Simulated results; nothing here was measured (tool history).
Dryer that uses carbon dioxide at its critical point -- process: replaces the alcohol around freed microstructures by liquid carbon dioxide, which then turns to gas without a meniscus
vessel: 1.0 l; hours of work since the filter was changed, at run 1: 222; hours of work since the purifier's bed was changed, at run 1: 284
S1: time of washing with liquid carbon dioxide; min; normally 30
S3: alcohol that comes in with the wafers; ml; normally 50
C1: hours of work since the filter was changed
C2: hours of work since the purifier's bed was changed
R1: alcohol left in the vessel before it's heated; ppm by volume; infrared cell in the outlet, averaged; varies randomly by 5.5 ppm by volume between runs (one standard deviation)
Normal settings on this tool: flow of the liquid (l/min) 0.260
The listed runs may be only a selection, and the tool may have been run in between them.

Run 1, day 0.000: usual settings; C1 222; C2 284. Result: R1 338 ppm by volume.
Run 2, day 0.771: usual settings; C1 229; C2 290. Result: R1 338 ppm by volume.
Run 3, day 1.192: usual settings; C1 232; C2 293. Result: R1 323 ppm by volume.
Run 4, day 2.017: usual settings; C1 238; C2 300. Result: R1 349 ppm by volume.
Run 5, day 2.617: usual settings but flow of the liquid (l/min) 0.267; C1 243; C2 304. Result: R1 317 ppm by volume.
Run 6, day 3.542: usual settings but flow of the liquid (l/min) 0.267; C1 250; C2 312. Result: R1 314 ppm by volume.
Run 7, day 4.308: usual settings but flow of the liquid (l/min) 0.267; C1 256; C2 318. Result: R1 314 ppm by volume.
Run 8, day 4.746: usual settings but S3 22 ml; C1 260; C2 321. Result: R1 224 ppm by volume.
Run 9, day 5.167: usual settings but S3 22 ml; C1 263; C2 324. Result: R1 210 ppm by volume.
Run 10, day 5.804: usual settings; C1 268; C2 329. Result: R1 356 ppm by volume.
Run 11, day 6.425: usual settings but S3 28 ml; C1 273; C2 334. Result: R1 257 ppm by volume.
Run 12, day 6.900: usual settings; C1 277; C2 338. Result: R1 365 ppm by volume.
Run 13, day 7.846: usual settings but flow of the liquid (l/min) 0.163; C1 284; C2 345. Result: R1 2162 ppm by volume.
Run 14, day 8.525: usual settings; C1 290; C2 351. Result: R1 387 ppm by volume.
Run 15, day 9.096: usual settings; C1 294; C2 355. Result: R1 393 ppm by volume.
Run 16, day 9.933: usual settings; C1 301; C2 362. Result: R1 394 ppm by volume.
Run 17, day 10.404: usual settings; C1 304; C2 366. Result: R1 386 ppm by volume.
Run 18, day 11.096: usual settings but flow of the liquid (l/min) 0.211; C1 310; C2 371. Result: R1 897 ppm by volume.
Run 19, day 11.788: usual settings but S3 104 ml; C1 315; C2 377. Result: R1 730 ppm by volume.
Run 20, day 12.350: usual settings but S3 104 ml; C1 320; C2 381. Result: R1 762 ppm by volume.
Run 21, day 12.800: usual settings; C1 323; C2 384. Result: R1 396 ppm by volume.
Run 22, day 13.325: usual settings; C1 327; C2 389. Result: R1 414 ppm by volume.
Run 23, day 13.992: usual settings; C1 333; C2 394. Result: R1 434 ppm by volume.
Run 24, day 14.633: usual settings; C1 338; C2 399. Result: R1 425 ppm by volume.
Run 25, day 15.125: usual settings but flow of the liquid (l/min) 0.437, S3 22 ml; C1 342; C2 403. Result: R1 119 ppm by volume.
Run 26, day 16.050: usual settings but flow of the liquid (l/min) 0.437, S3 22 ml; C1 349; C2 410. Result: R1 126 ppm by volume.
Run 27, day 16.696: usual settings but S1 27 min, flow of the liquid (l/min) 0.437, S3 52 ml; C1 354; C2 415. Result: R1 141 ppm by volume.
Run 28, day 17.179: usual settings but S1 31 min, flow of the liquid (l/min) 0.437, S3 52 ml; C1 358; C2 419. Result: R1 132 ppm by volume.
Run 29, day 17.950: usual settings but S1 21 min, S3 49 ml; C1 364; C2 425. Result: R1 1582 ppm by volume.
Run 30, day 18.771: usual settings but S1 21 min, S3 49 ml; C1 370; C2 432. Result: R1 1597 ppm by volume.
Run 31, day 19.238: usual settings but S1 21 min, S3 49 ml; C1 374; C2 435. Result: R1 1615 ppm by volume.
Run 32, day 19.712: usual settings but S1 21 min, S3 49 ml; C1 378; C2 439. Result: R1 1567 ppm by volume.
At day 19.842: inlet filter changed.
Run 33, day 20.658: usual settings but flow of the liquid (l/min) 0.281; C1 6; C2 446. Result: R1 223 ppm by volume.
Run 34, day 21.350: usual settings but S1 23 min, flow of the liquid (l/min) 0.197; C1 12; C2 452. Result: R1 1998 ppm by volume.
Run 35, day 22.050: usual settings but S1 23 min, flow of the liquid (l/min) 0.197; C1 17; C2 457. Result: R1 1963 ppm by volume.
Run 36, day 22.496: usual settings but S1 23 min, flow of the liquid (l/min) 0.197; C1 21; C2 461. Result: R1 2019 ppm by volume.
Run 37, day 23.392: usual settings but S1 23 min, flow of the liquid (l/min) 0.197; C1 28; C2 468. Result: R1 2000 ppm by volume.
Run 38, day 24.162: usual settings but S1 23 min, flow of the liquid (l/min) 0.197; C1 34; C2 474. Result: R1 2029 ppm by volume.
Run 39, day 24.775: usual settings but S1 27 min, flow of the liquid (l/min) 0.378, S3 22 ml; C1 39; C2 479. Result: R1 154 ppm by volume.
Run 40, day 25.588: usual settings but S1 27 min, flow of the liquid (l/min) 0.378, S3 22 ml; C1 45; C2 485. Result: R1 157 ppm by volume.
Run 41, day 26.325: usual settings but S1 27 min, flow of the liquid (l/min) 0.378, S3 22 ml; C1 51; C2 491. Result: R1 162 ppm by volume.
Run 42, day 27.212: usual settings but S1 27 min, flow of the liquid (l/min) 0.378, S3 22 ml; C1 58; C2 498. Result: R1 158 ppm by volume.
Run 43, day 27.958: usual settings but S1 39 min, flow of the liquid (l/min) 0.327, S3 62 ml; C1 64; C2 504. Result: R1 151 ppm by volume.
Run 44, day 28.838: usual settings but S1 39 min, flow of the liquid (l/min) 0.327, S3 62 ml; C1 71; C2 511. Result: R1 156 ppm by volume.
Run 45, day 29.617: usual settings but S1 39 min, flow of the liquid (l/min) 0.327, S3 62 ml; C1 77; C2 517. Result: R1 165 ppm by volume.
Run 46, day 30.033: usual settings but S1 19 min, flow of the liquid (l/min) 0.240, S3 40 ml; C1 80; C2 520. Result: R1 1666 ppm by volume.

Branching from run 46: 4 alternative next runs. What would each branch give?
Run A, day 30.583: usual settings but flow of the liquid (l/min) 0.173; C1 85; C2 524. Result: R1 ?.
Run B, day 30.583: usual settings but S1 48 min, flow of the liquid (l/min) 0.191, S3 31 ml; C1 85; C2 524. Result: R1 ?.
Run C, day 30.583: usual settings but S1 20 min, flow of the liquid (l/min) 0.248, S3 56 ml; C1 85; C2 524. Result: R1 ?.
Run D, day 30.583: usual settings but S1 27 min, flow of the liquid (l/min) 0.181, S3 27 ml; C1 85; C2 524. Result: R1 ?.

run    R1
  A  1401
  B   204
  C  1720
  D  1000
Had the tool no hidden state, the same runs would have come out as:
run    R1
  A  1119
  B    44
  C  1410
  D   765
